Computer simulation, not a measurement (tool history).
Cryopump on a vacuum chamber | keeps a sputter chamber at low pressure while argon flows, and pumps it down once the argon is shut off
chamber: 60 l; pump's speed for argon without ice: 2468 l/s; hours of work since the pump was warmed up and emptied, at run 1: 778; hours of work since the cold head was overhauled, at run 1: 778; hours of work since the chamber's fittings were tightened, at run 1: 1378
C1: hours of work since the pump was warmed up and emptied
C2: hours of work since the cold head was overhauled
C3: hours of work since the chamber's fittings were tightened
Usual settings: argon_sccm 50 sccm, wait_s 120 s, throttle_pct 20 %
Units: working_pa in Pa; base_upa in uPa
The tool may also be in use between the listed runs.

{"run": 1, "hour": 0.0, "argon_sccm": 50, "wait_s": 120, "throttle_pct": 20, "C1": 778, "C2": 778, "C3": 1378, "working_pa": 0.177, "base_upa": 0.9}
{"run": 2, "hour": 39.1, "argon_sccm": 50, "wait_s": 120, "throttle_pct": 33, "C1": 811, "C2": 811, "C3": 1411, "working_pa": 0.1094, "base_upa": 0.87}
{"run": 3, "hour": 60.0, "argon_sccm": 50, "wait_s": 120, "throttle_pct": 33, "C1": 829, "C2": 829, "C3": 1429, "working_pa": 0.1093, "base_upa": 0.91}
{"run": 4, "hour": 94.2, "argon_sccm": 50, "wait_s": 120, "throttle_pct": 33, "C1": 858, "C2": 858, "C3": 1458, "working_pa": 0.1105, "base_upa": 0.94}
{"run": 5, "hour": 124.3, "argon_sccm": 50, "wait_s": 120, "throttle_pct": 33, "C1": 883, "C2": 883, "C3": 1483, "working_pa": 0.1105, "base_upa": 0.95}
{"run": 6, "hour": 160.8, "argon_sccm": 50, "wait_s": 120, "throttle_pct": 33, "C1": 914, "C2": 914, "C3": 1514, "working_pa": 0.1111, "base_upa": 0.95}
{"run": 7, "hour": 187.5, "argon_sccm": 50, "wait_s": 120, "throttle_pct": 29, "C1": 937, "C2": 937, "C3": 1537, "working_pa": 0.125, "base_upa": 0.98}
{"run": 8, "hour": 208.4, "argon_sccm": 50, "wait_s": 120, "throttle_pct": 29, "C1": 955, "C2": 955, "C3": 1555, "working_pa": 0.1254, "base_upa": 0.92}
{"run": 9, "hour": 230.7, "argon_sccm": 50, "wait_s": 120, "throttle_pct": 52, "C1": 974, "C2": 974, "C3": 1574, "working_pa": 0.0729, "base_upa": 1}
{"run": 10, "hour": 265.8, "argon_sccm": 50, "wait_s": 120, "throttle_pct": 52, "C1": 1004, "C2": 1004, "C3": 1603, "working_pa": 0.0735, "base_upa": 1}
{"run": 11, "hour": 302.3, "argon_sccm": 50, "wait_s": 120, "throttle_pct": 52, "C1": 1035, "C2": 1035, "C3": 1634, "working_pa": 0.074, "base_upa": 1.06}
{"run": 12, "hour": 345.1, "argon_sccm": 87, "wait_s": 54, "throttle_pct": 38, "C1": 1071, "C2": 1071, "C3": 1671, "working_pa": 0.1707, "base_upa": 1.35}
{"run": 13, "hour": 382.1, "argon_sccm": 43, "wait_s": 233, "throttle_pct": 18, "C1": 1102, "C2": 1102, "C3": 1702, "working_pa": 0.1717, "base_upa": 1}
{"run": 14, "hour": 417.3, "argon_sccm": 43, "wait_s": 233, "throttle_pct": 18, "C1": 1132, "C2": 1132, "C3": 1732, "working_pa": 0.1713, "base_upa": 0.97}
{"run": 15, "hour": 439.5, "argon_sccm": 81, "wait_s": 101, "throttle_pct": 32, "C1": 1151, "C2": 1151, "C3": 1751, "working_pa": 0.1879, "base_upa": 1.19}
{"run": 16, "hour": 471.2, "argon_sccm": 81, "wait_s": 101, "throttle_pct": 32, "C1": 1178, "C2": 1178, "C3": 1778, "working_pa": 0.1883, "base_upa": 1.14}
{"hour": 490.5, "done": "pump warmed up, emptied and cooled again"}
{"run": 17, "hour": 519.2, "argon_sccm": 81, "wait_s": 101, "throttle_pct": 32, "C1": 24, "C2": 1215, "C3": 1814, "working_pa": 0.1737, "base_upa": 1.01}

3 ways to go on from here, each from the tool as it stands after run 17. What would each give?
{"run": "A", "hour": 562.9, "argon_sccm": 28, "wait_s": 44, "throttle_pct": 58, "C1": 61, "C2": 1252, "C3": 1852, "working_pa": "?", "base_upa": "?"}
{"run": "B", "hour": 562.9, "argon_sccm": 41, "wait_s": 120, "throttle_pct": 35, "C1": 61, "C2": 1252, "C3": 1852, "working_pa": "?", "base_upa": "?"}
{"run": "C", "hour": 562.9, "argon_sccm": 41, "wait_s": 23, "throttle_pct": 27, "C1": 61, "C2": 1252, "C3": 1852, "working_pa": "?", "base_upa": "?"}

run=A working_pa=0.0336 base_upa=1.33
run=B working_pa=0.0803 base_upa=0.98
run=C working_pa=0.1045 base_upa=1.81
Without the tool's hidden state the same runs would have given:
run=A working_pa=0.0332 base_upa=0.69
run=B working_pa=0.0796 base_upa=0.33
run=C working_pa=0.1039 base_upa=1.17
